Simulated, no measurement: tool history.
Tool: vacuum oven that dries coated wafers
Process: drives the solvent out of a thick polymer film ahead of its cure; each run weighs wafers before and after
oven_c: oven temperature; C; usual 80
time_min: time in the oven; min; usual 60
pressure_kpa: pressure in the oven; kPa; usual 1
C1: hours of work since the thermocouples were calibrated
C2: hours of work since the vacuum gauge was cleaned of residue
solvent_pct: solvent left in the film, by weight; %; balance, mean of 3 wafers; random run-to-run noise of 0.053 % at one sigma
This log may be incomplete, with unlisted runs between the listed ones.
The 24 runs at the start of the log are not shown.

Run 25, hour 1614: usual settings but oven_c 89 C, time_min 85 min, pressure_kpa 3.19 kPa; C1 339; C2 936. Result: solvent_pct 2.35 %.
Run 26, hour 1684.6: usual settings but oven_c 89 C, pressure_kpa 2.56 kPa; C1 387; C2 984. Result: solvent_pct 1.95 %.
Run 27, hour 1784.4: usual settings but time_min 76 min, pressure_kpa 2.03 kPa; C1 454; C2 1051. Result: solvent_pct 2.42 %.
Run 28, hour 1851: usual settings but time_min 76 min, pressure_kpa 2.03 kPa; C1 499; C2 1095. Result: solvent_pct 2.42 %.
Run 29, hour 1901.6: usual settings but oven_c 81 C, time_min 76 min, pressure_kpa 2.99 kPa; C1 533; C2 1129. Result: solvent_pct 3.19 %.
Run 30, hour 1986.9: usual settings but oven_c 81 C, time_min 76 min, pressure_kpa 0.71 kPa; C1 590; C2 1187. Result: solvent_pct 0.98 %.
Run 31, hour 2032: usual settings but oven_c 84 C, time_min 79 min, pressure_kpa 0.7 kPa; C1 620; C2 1217. Result: solvent_pct 0.7 %.
Run 32, hour 2132.6: usual settings but oven_c 68 C, time_min 53 min, pressure_kpa 0.7 kPa; C1 688; C2 1285. Result: solvent_pct 4.76 %.
Run 33, hour 2190.5: usual settings but oven_c 68 C, time_min 103 min, pressure_kpa 1.26 kPa; C1 727; C2 1324. Result: solvent_pct 2.86 %.
Run 34, hour 2240.6: usual settings but oven_c 74 C, time_min 46 min, pressure_kpa 2.85 kPa; C1 761; C2 1357. Result: solvent_pct 6.05 %.
Run 35, hour 2341.2: usual settings but oven_c 74 C, time_min 46 min, pressure_kpa 2.85 kPa; C1 828; C2 1425. Result: solvent_pct 6.26 %.
Run 36, hour 2390.3: usual settings but oven_c 74 C, time_min 46 min, pressure_kpa 2.85 kPa; C1 861; C2 1458. Result: solvent_pct 5.99 %.
Run 37, hour 2463.8: usual settings but time_min 74 min, pressure_kpa 2.42 kPa; C1 911; C2 1507. Result: solvent_pct 2.91 %.
Run 38, hour 2545.7: usual settings but oven_c 77 C, pressure_kpa 2.97 kPa; C1 966; C2 1563. Result: solvent_pct 4.4 %.
Run 39, hour 2604.8: usual settings but oven_c 70 C, time_min 38 min, pressure_kpa 1.23 kPa; C1 1006; C2 1602. Result: solvent_pct 6.59 %.
At hour 2657.5: oven's thermocouples calibrated.
Run 40, hour 2672: usual settings but oven_c 65 C, time_min 39 min, pressure_kpa 1.62 kPa; C1 10; C2 1646. Result: solvent_pct 8.47 %.
Run 41, hour 2755.5: usual settings but oven_c 92 C, pressure_kpa 2.85 kPa; C1 66; C2 1702. Result: solvent_pct 1.81 %.
Run 42, hour 2839.7: usual settings but oven_c 92 C, pressure_kpa 2.85 kPa; C1 122; C2 1759. Result: solvent_pct 1.88 %.
Run 43, hour 2927.5: usual settings but oven_c 92 C, pressure_kpa 2.85 kPa; C1 182; C2 1818. Result: solvent_pct 1.86 %.
Run 44, hour 3028.7: usual settings but time_min 101 min, pressure_kpa 2.35 kPa; C1 250; C2 1886. Result: solvent_pct 2.39 %.
Run 45, hour 3112: usual settings but oven_c 73 C, time_min 101 min, pressure_kpa 1.21 kPa; C1 306; C2 1942. Result: solvent_pct 2.16 %.
Run 46, hour 3153.5: usual settings but time_min 42 min, pressure_kpa 1.41 kPa; C1 333; C2 1970. Result: solvent_pct 3.26 %.

Consider 5 possible next runs. They are alternatives, not a sequence: every one starts from the tool as it was left by run 46. What does each give?
Run A, hour 3200.1: usual settings but oven_c 76 C; C1 365; C2 2001. Result: solvent_pct ?.
Run B, hour 3200.1: usual settings but oven_c 93 C, time_min 55 min; C1 365; C2 2001. Result: solvent_pct ?.
Run C, hour 3200.1: usual settings but oven_c 76 C; C1 365; C2 2001. Result: solvent_pct ?.
Run D, hour 3200.1: usual settings but time_min 33 min; C1 365; C2 2001. Result: solvent_pct ?.
Run E, hour 3200.1: usual settings but oven_c 75 C, time_min 43 min; C1 365; C2 2001. Result: solvent_pct ?.

run  solvent_pct
  A         2.45
  B         0.75
  C         2.45
  D         4.06
  E         4.11
Without the tool's unlogged condition, the same runs would have read:
run  solvent_pct
  A         2.42
  B         0.73
  C         2.42
  D         4.03
  E         4.07
